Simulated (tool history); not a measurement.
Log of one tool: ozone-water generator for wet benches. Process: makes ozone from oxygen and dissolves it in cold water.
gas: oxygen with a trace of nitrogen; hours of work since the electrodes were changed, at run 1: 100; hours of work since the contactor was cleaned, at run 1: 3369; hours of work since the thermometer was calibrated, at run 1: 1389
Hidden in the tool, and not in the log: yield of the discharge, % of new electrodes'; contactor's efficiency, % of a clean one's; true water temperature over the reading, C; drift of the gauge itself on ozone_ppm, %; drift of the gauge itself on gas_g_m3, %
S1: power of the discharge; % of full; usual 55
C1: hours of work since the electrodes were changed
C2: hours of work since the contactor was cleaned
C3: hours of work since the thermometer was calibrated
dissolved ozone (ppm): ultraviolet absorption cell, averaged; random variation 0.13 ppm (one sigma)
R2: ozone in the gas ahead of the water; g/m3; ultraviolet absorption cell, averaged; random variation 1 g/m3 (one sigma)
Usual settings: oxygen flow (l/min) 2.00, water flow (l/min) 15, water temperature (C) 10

{"run": 1, "hour": 0.0, "S1": 55, "oxygen flow (l/min)": 2.0, "water flow (l/min)": 15, "water temperature (C)": 10, "C1": 100, "C2": 3369, "C3": 1389, "dissolved ozone (ppm)": 14.6, "R2": 175.4}
{"run": 2, "hour": 41.9, "S1": 55, "oxygen flow (l/min)": 2.0, "water flow (l/min)": 15, "water temperature (C)": 10, "C1": 141, "C2": 3411, "C3": 1431, "dissolved ozone (ppm)": 14.4, "R2": 177.1}
{"run": 3, "hour": 93.3, "S1": 55, "oxygen flow (l/min)": 2.0, "water flow (l/min)": 15, "water temperature (C)": 10, "C1": 193, "C2": 3462, "C3": 1482, "dissolved ozone (ppm)": 14.6, "R2": 176.5}
{"run": 4, "hour": 146.5, "S1": 55, "oxygen flow (l/min)": 2.0, "water flow (l/min)": 10, "water temperature (C)": 10, "C1": 246, "C2": 3515, "C3": 1535, "dissolved ozone (ppm)": 20.7, "R2": 175.8}
{"run": 5, "hour": 176.8, "S1": 55, "oxygen flow (l/min)": 2.0, "water flow (l/min)": 10, "water temperature (C)": 10, "C1": 276, "C2": 3545, "C3": 1566, "dissolved ozone (ppm)": 21.0, "R2": 175.6}
{"run": 6, "hour": 210.8, "S1": 55, "oxygen flow (l/min)": 2.0, "water flow (l/min)": 14, "water temperature (C)": 10, "C1": 310, "C2": 3579, "C3": 1599, "dissolved ozone (ppm)": 15.3, "R2": 175.1}
{"run": 7, "hour": 239.1, "S1": 83, "oxygen flow (l/min)": 2.0, "water flow (l/min)": 15, "water temperature (C)": 10, "C1": 338, "C2": 3607, "C3": 1628, "dissolved ozone (ppm)": 18.5, "R2": 222.2}
{"run": 8, "hour": 269.8, "S1": 55, "oxygen flow (l/min)": 2.0, "water flow (l/min)": 15, "water temperature (C)": 6, "C1": 369, "C2": 3638, "C3": 1658, "dissolved ozone (ppm)": 14.6, "R2": 174.4}
{"run": 9, "hour": 315.1, "S1": 55, "oxygen flow (l/min)": 2.0, "water flow (l/min)": 15, "water temperature (C)": 6, "C1": 414, "C2": 3683, "C3": 1704, "dissolved ozone (ppm)": 14.9, "R2": 177.2}
{"run": 10, "hour": 359.3, "S1": 55, "oxygen flow (l/min)": 2.0, "water flow (l/min)": 15, "water temperature (C)": 6, "C1": 458, "C2": 3727, "C3": 1748, "dissolved ozone (ppm)": 14.8, "R2": 174.9}
{"run": 11, "hour": 382.2, "S1": 55, "oxygen flow (l/min)": 2.0, "water flow (l/min)": 15, "water temperature (C)": 10, "C1": 481, "C2": 3750, "C3": 1770, "dissolved ozone (ppm)": 14.4, "R2": 175.9}
{"run": 12, "hour": 417.9, "S1": 55, "oxygen flow (l/min)": 2.0, "water flow (l/min)": 15, "water temperature (C)": 10, "C1": 517, "C2": 3786, "C3": 1806, "dissolved ozone (ppm)": 14.3, "R2": 173.8}
{"run": 13, "hour": 460.9, "S1": 40, "oxygen flow (l/min)": 2.0, "water flow (l/min)": 15, "water temperature (C)": 10, "C1": 559, "C2": 3829, "C3": 1849, "dissolved ozone (ppm)": 12.0, "R2": 144.5}
{"run": 14, "hour": 488.3, "S1": 55, "oxygen flow (l/min)": 2.0, "water flow (l/min)": 13, "water temperature (C)": 10, "C1": 587, "C2": 3856, "C3": 1876, "dissolved ozone (ppm)": 16.7, "R2": 173.0}
{"run": 15, "hour": 522.8, "S1": 55, "oxygen flow (l/min)": 2.0, "water flow (l/min)": 13, "water temperature (C)": 10, "C1": 621, "C2": 3890, "C3": 1911, "dissolved ozone (ppm)": 16.7, "R2": 176.0}
{"run": 16, "hour": 575.0, "S1": 55, "oxygen flow (l/min)": 2.0, "water flow (l/min)": 22, "water temperature (C)": 10, "C1": 673, "C2": 3943, "C3": 1963, "dissolved ozone (ppm)": 9.6, "R2": 175.5}
{"run": 17, "hour": 618.4, "S1": 55, "oxygen flow (l/min)": 2.0, "water flow (l/min)": 12, "water temperature (C)": 13, "C1": 716, "C2": 3986, "C3": 2006, "dissolved ozone (ppm)": 17.2, "R2": 175.5}
{"run": 18, "hour": 655.6, "S1": 84, "oxygen flow (l/min)": 2.0, "water flow (l/min)": 22, "water temperature (C)": 7, "C1": 754, "C2": 4023, "C3": 2043, "dissolved ozone (ppm)": 12.5, "R2": 224.3}
{"run": 19, "hour": 695.2, "S1": 84, "oxygen flow (l/min)": 2.0, "water flow (l/min)": 22, "water temperature (C)": 7, "C1": 793, "C2": 4062, "C3": 2083, "dissolved ozone (ppm)": 12.7, "R2": 228.1}
{"run": 20, "hour": 734.4, "S1": 84, "oxygen flow (l/min)": 2.0, "water flow (l/min)": 22, "water temperature (C)": 7, "C1": 832, "C2": 4101, "C3": 2122, "dissolved ozone (ppm)": 12.7, "R2": 225.7}
{"run": 21, "hour": 781.4, "S1": 84, "oxygen flow (l/min)": 2.0, "water flow (l/min)": 22, "water temperature (C)": 9, "C1": 879, "C2": 4148, "C3": 2169, "dissolved ozone (ppm)": 12.5, "R2": 224.3}
{"run": 22, "hour": 806.4, "S1": 55, "oxygen flow (l/min)": 1.38, "water flow (l/min)": 15, "water temperature (C)": 10, "C1": 904, "C2": 4173, "C3": 2194, "dissolved ozone (ppm)": 12.2, "R2": 197.6}
{"run": 23, "hour": 836.8, "S1": 55, "oxygen flow (l/min)": 3.41, "water flow (l/min)": 15, "water temperature (C)": 15, "C1": 934, "C2": 4204, "C3": 2224, "dissolved ozone (ppm)": 16.5, "R2": 146.8}
{"run": 24, "hour": 869.1, "S1": 41, "oxygen flow (l/min)": 1.68, "water flow (l/min)": 14, "water temperature (C)": 5, "C1": 967, "C2": 4236, "C3": 2256, "dissolved ozone (ppm)": 12.4, "R2": 156.1}

Forecast run 25:
{"run": 25, "hour": 910.5, "S1": 81, "oxygen flow (l/min)": 1.68, "water flow (l/min)": 14, "water temperature (C)": 5, "C1": 1008, "C2": 4277, "C3": 2297, "dissolved ozone (ppm)": "?", "R2": "?"}

Run 25 gave dissolved ozone (ppm) 18.7, R2 234.3 g/m3.
Without the tool's hidden state the same run would have given dissolved ozone (ppm) 18.7, R2 234.4 g/m3.
